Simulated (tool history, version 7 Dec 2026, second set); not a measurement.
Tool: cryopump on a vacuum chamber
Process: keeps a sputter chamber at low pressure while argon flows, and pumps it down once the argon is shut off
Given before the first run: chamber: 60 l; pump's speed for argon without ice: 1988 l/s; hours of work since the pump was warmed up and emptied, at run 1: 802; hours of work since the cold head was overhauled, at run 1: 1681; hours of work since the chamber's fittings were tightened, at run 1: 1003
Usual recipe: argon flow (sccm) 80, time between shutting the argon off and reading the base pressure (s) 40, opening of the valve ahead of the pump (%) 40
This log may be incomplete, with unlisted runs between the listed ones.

run    hour  argon flow (sccm)  time between shutting the argon off and reading the base pressure (s)  opening of the valve ahead of the pump (%)  hours of work since the pump was warmed up and emptied  hours of work since the cold head was overhauled  hours of work since the chamber's fittings were tightened  pressure while argon flows (Pa)  pressure after the wait (uPa)
  1     0.0                 80                                                                     40                                          40                                                     802                                              1681                                                       1003                           0.1851                           2.66
       63.5  -- pump warmed up, emptied and cooled again
  2    88.6                 80                                                                     40                                          42                                                      13                                              1725                                                       1047                           0.1640                           2.52
  3   168.2                 80                                                                     40                                          25                                                      55                                              1767                                                       1089                           0.2726                           2.61
  4   274.6                 80                                                                     40                                          40                                                     112                                              1823                                                       1145                           0.1736                           2.57
  5   324.8                 80                                                                    192                                          40                                                     138                                              1850                                                       1172                           0.1737                           1.07
  6   391.1                 80                                                                    192                                          40                                                     173                                              1885                                                       1207                           0.1726                           1.16
  7   487.5                 80                                                                    192                                          40                                                     224                                              1936                                                       1258                           0.1735                           1.12
  8   567.8                 80                                                                     90                                          40                                                     266                                              1978                                                       1300                           0.1743                           1.65
  9   679.4                 80                                                                     90                                          40                                                     325                                              2037                                                       1359                           0.1769                           1.71
 10   746.4                 80                                                                     90                                          40                                                     361                                              2072                                                       1394                           0.1767                           1.71
 11   869.9                149                                                                    102                                          30                                                     426                                              2138                                                       1460                           0.4370                           1.64
 12   959.8                149                                                                    102                                          30                                                     474                                              2185                                                       1507                           0.4364                           1.68
 13  1026.3                 47                                                                    102                                          30                                                     509                                              2220                                                       1542                           0.1383                           1.72
 14  1102.0                 47                                                                    102                                          30                                                     549                                              2260                                                       1582                           0.1394                           1.75

Forecast run 15:
 15  1190.6                 47                                                                     26                                          17                                                     596                                              2307                                                       1629                                ?                              ?

{"run 15": {"pressure while argon flows (Pa)": 0.2418, "pressure after the wait (uPa)": 3.97}}
Take away the tool's hidden state, keep the run-to-run variation as it was, and the same run would have given pressure while argon flows (Pa) 0.2362, pressure after the wait (uPa) 3.07.
